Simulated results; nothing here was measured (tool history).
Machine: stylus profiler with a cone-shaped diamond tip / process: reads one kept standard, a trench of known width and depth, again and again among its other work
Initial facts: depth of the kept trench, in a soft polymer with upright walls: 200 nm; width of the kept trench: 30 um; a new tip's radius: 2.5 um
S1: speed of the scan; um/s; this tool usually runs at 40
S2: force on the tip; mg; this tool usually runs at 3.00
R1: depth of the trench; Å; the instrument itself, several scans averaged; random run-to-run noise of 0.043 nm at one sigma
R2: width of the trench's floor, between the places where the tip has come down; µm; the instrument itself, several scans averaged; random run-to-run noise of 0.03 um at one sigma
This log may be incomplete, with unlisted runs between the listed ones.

Run 1, hour 0.0: usual settings. Result: R1 2016.0 Å, R2 26.95 µm.
Run 2, hour 35.6: usual settings. Result: R1 2016.6 Å, R2 27.03 µm.
Run 3, hour 78.6: usual settings. Result: R1 2016.0 Å, R2 26.96 µm.
At hour 91.2: height scale calibrated on a step standard.
Run 4, hour 105.6: usual settings. Result: R1 2017.5 Å, R2 27.00 µm.
Run 5, hour 128.2: usual settings but S2 2.99 mg. Result: R1 2016.9 Å, R2 26.98 µm.
Run 6, hour 169.5: usual settings but S1 31 um/s. Result: R1 2017.7 Å, R2 27.02 µm.
Run 7, hour 198.1: usual settings but S1 31 um/s. Result: R1 2017.3 Å, R2 26.93 µm.
Run 8, hour 219.7: usual settings but S1 31 um/s. Result: R1 2017.5 Å, R2 26.92 µm.
Run 9, hour 249.6: usual settings but S1 110 um/s. Result: R1 2017.5 Å, R2 26.61 µm.
Run 10, hour 274.7: usual settings but S1 110 um/s. Result: R1 2018.0 Å, R2 26.58 µm.
Run 11, hour 297.3: usual settings but S1 110 um/s. Result: R1 2017.1 Å, R2 26.57 µm.
At hour 301.3: height scale calibrated on a step standard, once more.
Run 12, hour 332.3: usual settings but S1 110 um/s. Result: R1 2011.9 Å, R2 26.61 µm.
Run 13, hour 381.8: usual settings but S1 110 um/s. Result: R1 2012.5 Å, R2 26.52 µm.
Run 14, hour 410.4: usual settings. Result: R1 2011.8 Å, R2 26.81 µm.
Run 15, hour 445.1: usual settings. Result: R1 2011.6 Å, R2 26.81 µm.
Run 16, hour 472.5: usual settings but S2 1.87 mg. Result: R1 2009.4 Å, R2 26.75 µm.
Run 17, hour 503.5: usual settings but S2 1.87 mg. Result: R1 2009.7 Å, R2 26.72 µm.
Run 18, hour 544.3: usual settings but S2 1.87 mg. Result: R1 2009.0 Å, R2 26.72 µm.
Run 19, hour 568.1: usual settings but S1 30 um/s, S2 1.07 mg. Result: R1 2006.5 Å, R2 26.72 µm.
Run 20, hour 603.0: usual settings but S1 18 um/s, S2 1.72 mg. Result: R1 2009.1 Å, R2 26.87 µm.
Run 21, hour 631.8: usual settings but S1 20 um/s, S2 1.74 mg. Result: R1 2008.8 Å, R2 26.83 µm.
Run 22, hour 664.6: usual settings but S1 10 um/s, S2 6.68 mg. Result: R1 2020.6 Å, R2 26.92 µm.
Run 23, hour 716.0: usual settings but S1 10 um/s, S2 6.68 mg. Result: R1 2021.5 Å, R2 26.88 µm.
Run 24, hour 752.5: usual settings but S1 10 um/s, S2 2.64 mg. Result: R1 2012.3 Å, R2 26.82 µm.
Run 25, hour 793.7: usual settings but S1 15 um/s, S2 4.24 mg. Result: R1 2016.3 Å, R2 26.82 µm.
Run 26, hour 823.6: usual settings but S1 15 um/s, S2 4.24 mg. Result: R1 2016.5 Å, R2 26.82 µm.
Run 27, hour 849.7: usual settings but S1 15 um/s, S2 4.24 mg. Result: R1 2017.3 Å, R2 26.82 µm.
Run 28, hour 885.2: usual settings but S1 54 um/s, S2 2.81 mg. Result: R1 2012.6 Å, R2 26.61 µm.
Run 29, hour 927.5: usual settings but S1 16 um/s, S2 2.81 mg. Result: R1 2013.0 Å, R2 26.78 µm.
Run 30, hour 958.3: usual settings but S1 95 um/s. Result: R1 2014.5 Å, R2 26.35 µm.
Run 31, hour 980.6: usual settings but S1 142 um/s, S2 1.72 mg. Result: R1 2010.4 Å, R2 25.97 µm.
At hour 985.9: new tip fitted, height scale calibrated.
Run 32, hour 1011.5: usual settings but S1 142 um/s, S2 1.72 mg. Result: R1 2009.8 Å, R2 27.18 µm.
Run 33, hour 1042.2: usual settings but S1 26 um/s, S2 7.55 mg. Result: R1 2023.6 Å, R2 27.99 µm.
Run 34, hour 1088.2: usual settings but S1 56 um/s, S2 7.55 mg. Result: R1 2024.2 Å, R2 27.91 µm.
Run 35, hour 1120.7: usual settings but S1 23 um/s, S2 3.26 mg. Result: R1 2015.2 Å, R2 27.84 µm.

Below are 4 alternative next runs, each starting from the tool's condition after run 35. Predict each:
Run A, hour 1170.0: usual settings but S1 22 um/s, S2 4.04 mg. Result: R1 ?, R2 ?.
Run B, hour 1170.0: usual settings but S1 28 um/s, S2 2.00 mg. Result: R1 ?, R2 ?.
Run C, hour 1170.0: usual settings but S1 82 um/s, S2 1.20 mg. Result: R1 ?, R2 ?.
Run D, hour 1170.0: usual settings but S2 7.56 mg. Result: R1 ?, R2 ?.

run      R1     R2
  A  2016.4  27.91
  B  2011.1  27.77
  C  2009.3  27.42
  D  2024.0  27.84
Had the tool no hidden state, the same runs would have come out as:
run      R1     R2
  A  2014.3  27.99
  B  2009.0  27.85
  C  2007.2  27.50
  D  2021.9  27.92
